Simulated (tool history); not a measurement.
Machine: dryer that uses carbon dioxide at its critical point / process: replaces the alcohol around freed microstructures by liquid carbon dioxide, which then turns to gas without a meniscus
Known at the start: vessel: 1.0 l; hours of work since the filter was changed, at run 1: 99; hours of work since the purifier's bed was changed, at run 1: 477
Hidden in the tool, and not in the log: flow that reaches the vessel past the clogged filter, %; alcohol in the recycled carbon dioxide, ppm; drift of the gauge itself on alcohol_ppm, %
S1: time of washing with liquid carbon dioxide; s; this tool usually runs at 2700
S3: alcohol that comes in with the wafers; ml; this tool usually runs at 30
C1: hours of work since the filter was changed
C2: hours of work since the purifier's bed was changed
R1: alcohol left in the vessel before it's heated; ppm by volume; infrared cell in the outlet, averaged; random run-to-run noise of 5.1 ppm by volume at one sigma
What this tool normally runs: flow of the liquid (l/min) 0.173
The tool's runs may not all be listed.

Run 1, hour 0: usual settings; C1 99; C2 477. Result: R1 154 ppm by volume.
Run 2, hour 18.4: usual settings but S1 1860 s; C1 111; C2 489. Result: R1 536 ppm by volume.
Run 3, hour 32.6: usual settings but S1 1860 s; C1 121; C2 499. Result: R1 527 ppm by volume.
Run 4, hour 44.3: usual settings but S1 1860 s; C1 129; C2 507. Result: R1 527 ppm by volume.
Run 5, hour 57.5: usual settings but S1 1860 s; C1 138; C2 516. Result: R1 523 ppm by volume.
Run 6, hour 70.9: usual settings but S1 1860 s; C1 147; C2 525. Result: R1 546 ppm by volume.
Run 7, hour 90.7: usual settings but S1 1860 s; C1 161; C2 539. Result: R1 548 ppm by volume.
Run 8, hour 106.5: usual settings but S1 1860 s; C1 171; C2 549. Result: R1 550 ppm by volume.
Run 9, hour 117.8: usual settings but S1 1860 s; C1 179; C2 557. Result: R1 535 ppm by volume.
Run 10, hour 127.6: usual settings but S1 1860 s; C1 186; C2 564. Result: R1 554 ppm by volume.
Run 11, hour 139.2: usual settings but S1 2460 s; C1 194; C2 572. Result: R1 228 ppm by volume.
Run 12, hour 149.3: usual settings but S1 2460 s; C1 200; C2 578. Result: R1 221 ppm by volume.
Run 13, hour 165.6: usual settings but S1 2460 s; C1 212; C2 590. Result: R1 222 ppm by volume.
Run 14, hour 175.7: usual settings but S1 2400 s, flow of the liquid (l/min) 0.11, S3 45 ml; C1 218; C2 596. Result: R1 1753 ppm by volume.
Run 15, hour 188.1: usual settings but S1 2040 s, flow of the liquid (l/min) 0.15, S3 45 ml; C1 227; C2 605. Result: R1 1006 ppm by volume.
Run 16, hour 202.6: usual settings but S1 3480 s, flow of the liquid (l/min) 0.147, S3 96 ml; C1 237; C2 615. Result: R1 241 ppm by volume.
Run 17, hour 221.4: usual settings but S1 3720 s, flow of the liquid (l/min) 0.23, S3 28 ml; C1 250; C2 628. Result: R1 105 ppm by volume.
Run 18, hour 235.9: usual settings but S3 50 ml; C1 259; C2 637. Result: R1 226 ppm by volume.
Run 19, hour 253.5: usual settings but S1 2220 s, flow of the liquid (l/min) 0.221, S3 23 ml; C1 271; C2 649. Result: R1 152 ppm by volume.
Run 20, hour 266.5: usual settings but S1 2220 s, flow of the liquid (l/min) 0.202, S3 23 ml; C1 280; C2 658. Result: R1 188 ppm by volume.
Run 21, hour 280.2: usual settings but S1 2220 s, flow of the liquid (l/min) 0.202, S3 23 ml; C1 290; C2 668. Result: R1 192 ppm by volume.
Run 22, hour 300.9: usual settings but S1 2220 s, flow of the liquid (l/min) 0.202, S3 23 ml; C1 304; C2 682. Result: R1 196 ppm by volume.
Run 23, hour 319: usual settings but S1 2340 s, flow of the liquid (l/min) 0.278, S3 25 ml; C1 316; C2 694. Result: R1 131 ppm by volume.
Run 24, hour 328.8: usual settings but S1 2340 s, flow of the liquid (l/min) 0.278, S3 25 ml; C1 323; C2 701. Result: R1 131 ppm by volume.
Run 25, hour 344.3: usual settings but S1 3600 s, flow of the liquid (l/min) 0.226, S3 32 ml; C1 333; C2 711. Result: R1 130 ppm by volume.
Run 26, hour 354.8: usual settings but S1 3600 s, flow of the liquid (l/min) 0.226, S3 32 ml; C1 340; C2 718. Result: R1 132 ppm by volume.

Difference, measured minus no-hidden-state, one row per run. Run-to-run variation is common to both terms; the gauge's own scatter need not be:
run    R1
  1   +89
  2  +112
  3  +116
  4  +117
  5  +119
  6  +124
  7  +130
  8  +134
  9  +133
 10  +137
 11  +115
 12  +114
 13  +119
 14  +234
 15  +192
 16  +130
 17  +105
 18  +127
 19  +119
 20  +127
 21  +131
 22  +132
 23  +122
 24  +123
 25  +124
 26  +128
